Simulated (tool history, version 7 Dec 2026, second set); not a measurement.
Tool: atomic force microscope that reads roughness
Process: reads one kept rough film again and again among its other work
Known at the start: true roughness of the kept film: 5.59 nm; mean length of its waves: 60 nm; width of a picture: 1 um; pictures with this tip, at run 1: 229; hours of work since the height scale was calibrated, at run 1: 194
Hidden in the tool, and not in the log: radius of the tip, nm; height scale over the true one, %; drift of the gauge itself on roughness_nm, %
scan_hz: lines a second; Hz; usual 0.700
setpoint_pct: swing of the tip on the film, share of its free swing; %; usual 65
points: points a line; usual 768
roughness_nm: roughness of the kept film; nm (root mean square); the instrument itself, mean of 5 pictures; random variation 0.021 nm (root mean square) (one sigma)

run,hour,scan_hz,setpoint_pct,points,pictures with this tip,hours of work since the height scale was calibrated,roughness_nm
1,0.0,0.700,65,768,229,194,5.176
2,47.3,0.700,65,768,280,215,5.111
3,74.3,0.700,65,768,309,226,5.101
4,119.2,0.680,65,768,358,246,5.050
# hour 147.3: new tip fitted
5,158.1,1.901,65,768,12,263,5.281
6,210.2,1.901,65,768,68,285,5.220
7,241.2,1.901,65,768,102,299,5.207
8,279.1,1.901,65,768,143,315,5.142
# hour 284.1: height scale calibrated on a step standard
9,308.6,1.901,65,768,174,11,5.097
10,342.6,3.499,65,768,211,25,5.005
11,383.3,3.499,65,768,255,43,4.949
# hour 386.7: height scale calibrated on a step standard, once more
12,408.7,3.499,65,768,282,10,4.915
13,460.2,3.499,65,768,338,32,4.846
# hour 506.5: new tip fitted
14,506.9,3.499,65,768,0,52,5.129
15,535.4,3.499,60,652,31,64,5.187
16,580.6,3.499,77,505,80,84,4.800
17,628.2,0.700,62,768,132,105,5.252
18,662.5,0.700,75,315,169,120,5.170
19,685.0,0.700,75,315,194,129,5.160
20,715.1,0.813,69,742,226,143,5.150
21,749.3,1.770,69,478,263,157,5.009
22,782.2,1.770,69,478,299,172,4.975
23,835.7,3.173,81,451,357,195,4.547

Forecast each of these 3 alternatives for the next run:
# hour 864.8: new tip fitted
A,867.8,0.676,81,451,4,209,?
# hour 864.8: new tip fitted
B,867.8,3.173,81,417,4,209,?
# hour 864.8: new tip fitted
C,867.8,0.804,73,575,4,209,?

run,roughness_nm
A,5.270
B,4.829
C,5.328
Without the tool's hidden state the same runs would have given:
run,roughness_nm
A,5.266
B,4.826
C,5.324

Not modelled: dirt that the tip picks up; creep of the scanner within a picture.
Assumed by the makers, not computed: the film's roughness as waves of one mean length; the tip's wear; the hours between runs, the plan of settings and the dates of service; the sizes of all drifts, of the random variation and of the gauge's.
